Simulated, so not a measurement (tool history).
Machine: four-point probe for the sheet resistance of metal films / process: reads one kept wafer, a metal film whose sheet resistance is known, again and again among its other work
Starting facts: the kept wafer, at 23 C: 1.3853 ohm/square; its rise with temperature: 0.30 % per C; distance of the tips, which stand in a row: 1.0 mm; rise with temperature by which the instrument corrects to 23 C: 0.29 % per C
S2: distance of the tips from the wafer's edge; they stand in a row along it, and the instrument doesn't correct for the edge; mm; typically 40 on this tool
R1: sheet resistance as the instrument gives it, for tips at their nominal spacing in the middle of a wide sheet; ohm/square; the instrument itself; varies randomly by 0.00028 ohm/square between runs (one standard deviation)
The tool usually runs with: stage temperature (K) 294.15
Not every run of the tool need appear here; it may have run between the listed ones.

Run 1, hour 0: usual settings. Result: R1 1.391865 ohm/square.
Run 2, hour 126.8: usual settings but stage temperature (K) 297.15. Result: R1 1.392674 ohm/square.
Run 3, hour 218.8: usual settings but stage temperature (K) 298.15. Result: R1 1.392764 ohm/square.
Run 4, hour 339.6: usual settings but stage temperature (K) 293.15. Result: R1 1.391966 ohm/square.
Run 5, hour 439.4: usual settings but stage temperature (K) 293.15. Result: R1 1.391539 ohm/square.
Run 6, hour 557.1: usual settings but stage temperature (K) 293.15. Result: R1 1.391318 ohm/square.
Run 7, hour 650.1: usual settings but stage temperature (K) 293.15. Result: R1 1.391122 ohm/square.
At hour 656.3: stage's thermometer calibrated.
Run 8, hour 775.5: usual settings but stage temperature (K) 293.15. Result: R1 1.391638 ohm/square.
Run 9, hour 886: usual settings but stage temperature (K) 293.15. Result: R1 1.391024 ohm/square.
Run 10, hour 976.9: usual settings. Result: R1 1.391744 ohm/square.
Run 11, hour 1053.4: usual settings. Result: R1 1.39082 ohm/square.
Run 12, hour 1130.4: usual settings. Result: R1 1.390547 ohm/square.
Run 13, hour 1193.6: usual settings but stage temperature (K) 299.15, S2 39 mm. Result: R1 1.391954 ohm/square.
Run 14, hour 1265.4: usual settings but stage temperature (K) 299.15. Result: R1 1.391601 ohm/square.
Run 15, hour 1351.4: usual settings but stage temperature (K) 306.15, S2 39 mm. Result: R1 1.393777 ohm/square.
At hour 1370.1: stage's thermometer calibrated, once more.
Run 16, hour 1456.7: usual settings but stage temperature (K) 306.15, S2 60 mm. Result: R1 1.391516 ohm/square.
Run 17, hour 1576.4: usual settings but stage temperature (K) 306.15, S2 15 mm. Result: R1 1.394247 ohm/square.
Run 18, hour 1641.3: usual settings but stage temperature (K) 301.15, S2 3 mm. Result: R1 1.467946 ohm/square.
Run 19, hour 1760.5: usual settings but stage temperature (K) 300.15, S2 17 mm. Result: R1 1.392084 ohm/square.
Run 20, hour 1838: usual settings but stage temperature (K) 307.15, S2 13 mm. Result: R1 1.395333 ohm/square.
Run 21, hour 1903.3: usual settings but S2 51 mm. Result: R1 1.388956 ohm/square.
Run 22, hour 1971.3: usual settings but stage temperature (K) 293.15, S2 17 mm. Result: R1 1.390706 ohm/square.
Run 23, hour 2089.4: usual settings but stage temperature (K) 291.15, S2 38 mm. Result: R1 1.388171 ohm/square.
Run 24, hour 2174.7: usual settings but stage temperature (K) 291.15, S2 38 mm. Result: R1 1.387783 ohm/square.

Difference, measured minus no-hidden-state, one row per run. Run-to-run variation is common to both terms; the gauge's own scatter need not be:
What the log doesn't record here: inner tips' distance over the nominal, %; tips' flats over new ones', %; wafer's true temperature over the reading, C; drift of the gauge itself on sheet_ohm, %.
run         R1
  1  +0.006996
  2  +0.006829
  3  +0.006709
  4  +0.006556
  5  +0.006423
  6  +0.006253
  7  +0.006122
  8  +0.006231
  9  +0.006079
 10  +0.005948
 11  +0.005845
 12  +0.005739
 13  +0.005649
 14  +0.005552
 15  +0.005419
 16   +0.00391
 17   +0.00376
 18  +0.003837
 19  +0.003498
 20  +0.003402
 21  +0.003314
 22   +0.00323
 23  +0.003061
 24  +0.002958

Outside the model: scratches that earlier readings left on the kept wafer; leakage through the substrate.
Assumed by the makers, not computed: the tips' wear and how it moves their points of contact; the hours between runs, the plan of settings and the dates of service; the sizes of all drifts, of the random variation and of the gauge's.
